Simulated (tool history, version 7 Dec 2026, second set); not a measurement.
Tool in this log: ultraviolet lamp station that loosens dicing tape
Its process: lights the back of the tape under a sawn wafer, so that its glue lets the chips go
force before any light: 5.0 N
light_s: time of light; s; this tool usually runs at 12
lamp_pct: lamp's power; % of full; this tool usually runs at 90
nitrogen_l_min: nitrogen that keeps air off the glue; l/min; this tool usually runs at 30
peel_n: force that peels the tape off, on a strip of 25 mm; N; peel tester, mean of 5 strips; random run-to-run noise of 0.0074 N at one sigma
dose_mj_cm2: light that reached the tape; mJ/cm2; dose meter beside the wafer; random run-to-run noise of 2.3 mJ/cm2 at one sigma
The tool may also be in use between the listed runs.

run 1 hour=0.0 | light_s=12 lamp_pct=90 nitrogen_l_min=30 | peel_n=0.310 dose_mj_cm2=234
run 2 hour=15.3 | light_s=12 lamp_pct=90 nitrogen_l_min=30 | peel_n=0.296 dose_mj_cm2=228
run 3 hour=39.3 | light_s=12 lamp_pct=90 nitrogen_l_min=30 | peel_n=0.310 dose_mj_cm2=231
run 4 hour=58.9 | light_s=12 lamp_pct=90 nitrogen_l_min=30 | peel_n=0.322 dose_mj_cm2=229
run 5 hour=86.5 | light_s=12 lamp_pct=90 nitrogen_l_min=30 | peel_n=0.312 dose_mj_cm2=227
run 6 hour=106.2 | light_s=12 lamp_pct=90 nitrogen_l_min=60 | peel_n=0.249 dose_mj_cm2=225
run 7 hour=119.1 | light_s=12 lamp_pct=90 nitrogen_l_min=60 | peel_n=0.241 dose_mj_cm2=225
run 8 hour=139.2 | light_s=12 lamp_pct=90 nitrogen_l_min=60 | peel_n=0.265 dose_mj_cm2=223
run 9 hour=154.8 | light_s=12 lamp_pct=90 nitrogen_l_min=30 | peel_n=0.318 dose_mj_cm2=224
run 10 hour=178.9 | light_s=12 lamp_pct=90 nitrogen_l_min=14 | peel_n=0.483 dose_mj_cm2=221
run 11 hour=191.5 | light_s=12 lamp_pct=94 nitrogen_l_min=30 | peel_n=0.293 dose_mj_cm2=231
run 12 hour=211.2 | light_s=12 lamp_pct=90 nitrogen_l_min=30 | peel_n=0.334 dose_mj_cm2=219
run 13 hour=233.8 | light_s=12 lamp_pct=90 nitrogen_l_min=46 | peel_n=0.284 dose_mj_cm2=218
run 14 hour=256.7 | light_s=12 lamp_pct=90 nitrogen_l_min=30 | peel_n=0.340 dose_mj_cm2=215
run 15 hour=279.2 | light_s=12 lamp_pct=90 nitrogen_l_min=30 | peel_n=0.353 dose_mj_cm2=216
run 16 hour=292.6 | light_s=18 lamp_pct=90 nitrogen_l_min=30 | peel_n=0.178 dose_mj_cm2=319
run 17 hour=310.2 | light_s=12 lamp_pct=90 nitrogen_l_min=30 | peel_n=0.347 dose_mj_cm2=214
run 18 hour=332.4 | light_s=12 lamp_pct=90 nitrogen_l_min=30 | peel_n=0.348 dose_mj_cm2=207
run 19 hour=349.9 | light_s=12 lamp_pct=90 nitrogen_l_min=30 | peel_n=0.359 dose_mj_cm2=212
run 20 hour=375.8 | light_s=12 lamp_pct=90 nitrogen_l_min=30 | peel_n=0.370 dose_mj_cm2=207
run 21 hour=391.8 | light_s=16 lamp_pct=76 nitrogen_l_min=18 | peel_n=0.383 dose_mj_cm2=236
run 22 hour=418.0 | light_s=16 lamp_pct=76 nitrogen_l_min=18 | peel_n=0.379 dose_mj_cm2=234
run 23 hour=434.8 | light_s=16 lamp_pct=76 nitrogen_l_min=18 | peel_n=0.381 dose_mj_cm2=232
run 24 hour=451.3 | light_s=16 lamp_pct=80 nitrogen_l_min=18 | peel_n=0.347 dose_mj_cm2=244
-- hour=466.9 window cleaned of glue's vapour
run 25 hour=467.1 | light_s=8 lamp_pct=91 nitrogen_l_min=13 | peel_n=1.014 dose_mj_cm2=150
run 26 hour=478.5 | light_s=12 lamp_pct=90 nitrogen_l_min=11 | peel_n=0.545 dose_mj_cm2=220
run 27 hour=490.3 | light_s=7 lamp_pct=66 nitrogen_l_min=37 | peel_n=1.258 dose_mj_cm2=96
run 28 hour=509.0 | light_s=7 lamp_pct=85 nitrogen_l_min=37 | peel_n=0.857 dose_mj_cm2=123
run 29 hour=523.3 | light_s=11 lamp_pct=71 nitrogen_l_min=13 | peel_n=0.884 dose_mj_cm2=153
run 30 hour=540.2 | light_s=19 lamp_pct=71 nitrogen_l_min=13 | peel_n=0.336 dose_mj_cm2=272
run 31 hour=563.9 | light_s=8 lamp_pct=96 nitrogen_l_min=10 | peel_n=1.080 dose_mj_cm2=154
run 32 hour=575.4 | light_s=18 lamp_pct=77 nitrogen_l_min=15 | peel_n=0.296 dose_mj_cm2=278
run 33 hour=592.9 | light_s=11 lamp_pct=89 nitrogen_l_min=47 | peel_n=0.336 dose_mj_cm2=193
run 34 hour=614.2 | light_s=11 lamp_pct=89 nitrogen_l_min=47 | peel_n=0.355 dose_mj_cm2=195
run 35 hour=639.1 | light_s=16 lamp_pct=68 nitrogen_l_min=10 | peel_n=0.601 dose_mj_cm2=212
run 36 hour=663.7 | light_s=16 lamp_pct=85 nitrogen_l_min=10 | peel_n=0.417 dose_mj_cm2=263

Forecast run 37:
run 37 hour=686.1 | light_s=16 lamp_pct=85 nitrogen_l_min=10 | peel_n=? dose_mj_cm2=?

peel_n: 0.402 N
dose_mj_cm2: 265 mJ/cm2
The same run, on a tool lacking any hidden state, would have yielded peel_n 0.302 N, dose_mj_cm2 308 mJ/cm2.

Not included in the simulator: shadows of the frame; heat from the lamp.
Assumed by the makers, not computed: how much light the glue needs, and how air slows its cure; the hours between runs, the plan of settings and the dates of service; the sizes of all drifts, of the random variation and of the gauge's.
